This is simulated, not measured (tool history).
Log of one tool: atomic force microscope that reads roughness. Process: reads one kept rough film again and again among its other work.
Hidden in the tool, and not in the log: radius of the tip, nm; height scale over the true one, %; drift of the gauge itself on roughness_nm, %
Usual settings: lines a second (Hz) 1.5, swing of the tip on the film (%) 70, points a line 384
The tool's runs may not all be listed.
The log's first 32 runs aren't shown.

| run | hour | lines a second (Hz) | swing of the tip on the film (%) | points a line | pictures with this tip | hours of work since the height scale was calibrated | roughness of the kept film (nm (root mean square)) |
|---|---|---|---|---|---|---|---|
|  | 1899.3 | new tip fitted |
| 33 | 1925.1 | 0.71 | 82 | 399 | 60 | 350 | 1.352 |
| 34 | 2002.9 | 0.66 | 71 | 640 | 240 | 409 | 1.331 |
|  | 2025.1 | new tip fitted |
| 35 | 2050 | 1.5 | 69 | 384 | 58 | 444 | 1.341 |
| 36 | 2082.6 | 1.5 | 69 | 384 | 133 | 468 | 1.311 |
|  | 2150.1 | new tip fitted |
| 37 | 2154.6 | 2.55 | 88 | 819 | 10 | 522 | 1.058 |
| 38 | 2232 | 2.55 | 88 | 819 | 189 | 581 | 0.982 |
|  | 2272.3 | new tip fitted |
| 39 | 2275 | 0.57 | 82 | 384 | 6 | 613 | 1.398 |
| 40 | 2334.9 | 0.57 | 82 | 384 | 145 | 658 | 1.329 |
| 41 | 2388.4 | 0.57 | 82 | 384 | 268 | 698 | 1.273 |
|  | 2394.8 | new tip fitted |
| 42 | 2429 | 1.58 | 63 | 475 | 79 | 729 | 1.363 |
| 43 | 2472.1 | 0.63 | 60 | 386 | 179 | 761 | 1.365 |
| 44 | 2503.7 | 0.61 | 55 | 843 | 252 | 785 | 1.364 |
|  | 2515.4 | new tip fitted |
| 45 | 2538.2 | 1.5 | 84 | 323 | 53 | 811 | 1.226 |
| 46 | 2577.8 | 0.65 | 90 | 529 | 144 | 841 | 1.293 |
| 47 | 2633.2 | 1.5 | 88 | 384 | 272 | 883 | 1.087 |
|  | 2639.3 | new tip fitted |
| 48 | 2696.4 | 1.5 | 88 | 384 | 132 | 930 | 1.135 |
| 49 | 2743.9 | 1.5 | 88 | 384 | 242 | 966 | 1.111 |

Forecast each of these 4 alternatives for the next run:
|  | 2759.6 | new tip fitted |
| A | 2783.3 | 1.5 | 70 | 761 | 55 | 995 | ? |
|  | 2759.6 | new tip fitted |
| B | 2783.3 | 1.61 | 88 | 384 | 55 | 995 | ? |
|  | 2759.6 | new tip fitted |
| C | 2783.3 | 1.5 | 88 | 355 | 55 | 995 | ? |
|  | 2759.6 | new tip fitted |
| D | 2783.3 | 1.5 | 66 | 882 | 55 | 995 | ? |

| run | roughness of the kept film (nm (root mean square)) |
|---|---|
| A | 1.333 |
| B | 1.158 |
| C | 1.174 |
| D | 1.355 |
Without the tool's hidden state the same runs would have given:
| run | roughness of the kept film (nm (root mean square)) |
|---|---|
| A | 1.382 |
| B | 1.201 |
| C | 1.217 |
| D | 1.405 |
